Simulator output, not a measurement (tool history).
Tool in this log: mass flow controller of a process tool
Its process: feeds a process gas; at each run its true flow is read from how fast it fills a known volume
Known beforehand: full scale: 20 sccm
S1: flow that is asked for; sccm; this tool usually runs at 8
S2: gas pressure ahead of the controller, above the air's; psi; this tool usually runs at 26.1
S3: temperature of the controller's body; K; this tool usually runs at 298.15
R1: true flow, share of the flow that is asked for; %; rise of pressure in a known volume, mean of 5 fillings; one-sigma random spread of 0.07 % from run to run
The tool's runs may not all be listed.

Run 1, hour 0.0: usual settings. Result: R1 98.52 %.
Run 2, hour 85.6: usual settings. Result: R1 98.39 %.
Run 3, hour 171.9: usual settings. Result: R1 98.32 %.
Run 4, hour 260.4: usual settings. Result: R1 98.38 %.
Run 5, hour 303.4: usual settings. Result: R1 98.32 %.
Run 6, hour 361.5: usual settings. Result: R1 98.29 %.
Run 7, hour 451.3: usual settings. Result: R1 98.38 %.
Run 8, hour 525.0: usual settings but S3 300.15 K. Result: R1 98.32 %.
Run 9, hour 593.2: usual settings but S3 300.15 K. Result: R1 98.40 %.
Run 10, hour 661.1: usual settings but S3 301.15 K. Result: R1 98.41 %.
Run 11, hour 727.7: usual settings. Result: R1 98.37 %.
At hour 735.6: controller's zero set anew.
Run 12, hour 769.6: usual settings. Result: R1 98.36 %.
Run 13, hour 863.0: usual settings. Result: R1 98.23 %.
Run 14, hour 914.4: usual settings but S3 308.15 K. Result: R1 98.65 %.
At hour 969.3: controller's zero set anew, once more.
Run 15, hour 993.6: usual settings but S3 308.15 K. Result: R1 99.17 %.
Run 16, hour 1038.8: usual settings but S3 308.15 K. Result: R1 99.08 %.
Run 17, hour 1082.4: usual settings but S3 308.15 K. Result: R1 99.23 %.
Run 18, hour 1129.7: usual settings but S2 20.9 psi, S3 308.15 K. Result: R1 99.29 %.
Run 19, hour 1176.5: usual settings but S2 20.9 psi, S3 308.15 K. Result: R1 99.40 %.
Run 20, hour 1269.2: usual settings but S2 24.9 psi. Result: R1 99.00 %.
Run 21, hour 1325.1: usual settings but S2 24.9 psi. Result: R1 98.80 %.
Run 22, hour 1395.8: usual settings but S1 17 sccm, S2 28.6 psi, S3 302.15 K. Result: R1 100.37 %.
Run 23, hour 1459.5: usual settings but S1 17 sccm, S2 28.6 psi, S3 302.15 K. Result: R1 100.33 %.
Run 24, hour 1502.2: usual settings but S1 4 sccm, S3 297.15 K. Result: R1 98.07 %.
Run 25, hour 1560.8: usual settings but S1 4 sccm, S3 297.15 K. Result: R1 98.19 %.
Run 26, hour 1624.6: usual settings but S1 4 sccm, S2 26.8 psi, S3 305.15 K. Result: R1 98.38 %.
Run 27, hour 1721.7: usual settings but S1 2 sccm. Result: R1 97.33 %.
Run 28, hour 1776.7: usual settings but S1 2 sccm. Result: R1 97.45 %.
Run 29, hour 1853.2: usual settings but S1 2 sccm. Result: R1 97.45 %.
Run 30, hour 1903.8: usual settings but S1 2 sccm. Result: R1 97.40 %.
Run 31, hour 1966.7: usual settings but S1 2 sccm, S2 22.3 psi. Result: R1 97.37 %.
Run 32, hour 2062.1: usual settings but S1 2 sccm, S2 22.3 psi. Result: R1 97.33 %.
Run 33, hour 2127.9: usual settings but S1 17 sccm, S3 294.15 K. Result: R1 100.21 %.
Run 34, hour 2222.8: usual settings but S1 16 sccm, S2 25.4 psi, S3 294.15 K. Result: R1 100.04 %.
Run 35, hour 2301.5: usual settings but S1 16 sccm, S2 25.4 psi, S3 299.15 K. Result: R1 100.26 %.
Run 36, hour 2358.1: usual settings but S3 299.15 K. Result: R1 98.92 %.
Run 37, hour 2412.2: usual settings but S1 12 sccm, S2 26.7 psi. Result: R1 99.53 %.
Run 38, hour 2456.3: usual settings but S1 4 sccm, S2 28.1 psi, S3 294.15 K. Result: R1 97.74 %.

For run 39, what comes out?
Run 39, hour 2527.7: usual settings but S1 5 sccm, S2 31.5 psi, S3 310.15 K. Result: R1 ?.

Run 39 yielded R1 98.39 %.
With the hidden condition absent and the run-to-run variation left alone, this run would have shown R1 97.97 %.
